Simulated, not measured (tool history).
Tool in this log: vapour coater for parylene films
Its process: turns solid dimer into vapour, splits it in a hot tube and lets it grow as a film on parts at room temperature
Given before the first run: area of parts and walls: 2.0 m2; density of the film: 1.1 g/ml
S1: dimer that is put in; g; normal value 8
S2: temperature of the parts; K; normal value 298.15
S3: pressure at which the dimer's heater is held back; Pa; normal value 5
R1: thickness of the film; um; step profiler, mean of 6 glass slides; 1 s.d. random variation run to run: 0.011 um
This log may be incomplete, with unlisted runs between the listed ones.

{"run": 1, "day": 0.0, "S1": 8, "S2": 298.15, "S3": 5, "R1": 1.56}
{"run": 2, "day": 0.3, "S1": 3, "S2": 298.15, "S3": 5, "R1": 0.58}
{"run": 3, "day": 0.792, "S1": 8, "S2": 298.15, "S3": 3.46, "R1": 1.66}
{"run": 4, "day": 1.192, "S1": 8, "S2": 298.15, "S3": 3.46, "R1": 1.66}
{"run": 5, "day": 1.912, "S1": 6, "S2": 298.15, "S3": 5, "R1": 1.18}
{"run": 6, "day": 2.25, "S1": 8, "S2": 298.15, "S3": 5, "R1": 1.55}
{"day": 2.321, "done": "table's thermometer calibrated"}
{"run": 7, "day": 3.008, "S1": 8, "S2": 298.15, "S3": 5, "R1": 1.56}
{"run": 8, "day": 3.346, "S1": 9, "S2": 298.15, "S3": 5, "R1": 1.75}
{"day": 3.704, "done": "table's thermometer calibrated, once more"}
{"run": 9, "day": 3.85, "S1": 4, "S2": 298.15, "S3": 4.99, "R1": 0.76}
{"run": 10, "day": 4.388, "S1": 6, "S2": 302.15, "S3": 4.99, "R1": 1.04}
{"run": 11, "day": 4.912, "S1": 4, "S2": 300.15, "S3": 3.63, "R1": 0.77}
{"run": 12, "day": 5.238, "S1": 4, "S2": 294.15, "S3": 6.29, "R1": 0.83}
{"run": 13, "day": 5.829, "S1": 4, "S2": 294.15, "S3": 6.29, "R1": 0.83}
{"run": 14, "day": 6.312, "S1": 4, "S2": 294.15, "S3": 6.29, "R1": 0.84}
{"run": 15, "day": 6.842, "S1": 4, "S2": 294.15, "S3": 6.29, "R1": 0.84}
{"run": 16, "day": 7.504, "S1": 9, "S2": 301.15, "S3": 6.29, "R1": 1.52}

Each run again, without the hidden state but with its own random variation kept:
The hidden state here: vapour lost through the trap's worn valve, %; true temperature of the parts over the reading, C; drift of the gauge itself on film_um, %.
run=1 R1=1.67
run=2 R1=0.62
run=3 R1=1.77
run=4 R1=1.78
run=5 R1=1.26
run=6 R1=1.67
run=7 R1=1.67
run=8 R1=1.88
run=9 R1=0.83
run=10 R1=1.13
run=11 R1=0.83
run=12 R1=0.9
run=13 R1=0.9
run=14 R1=0.91
run=15 R1=0.91
run=16 R1=1.65
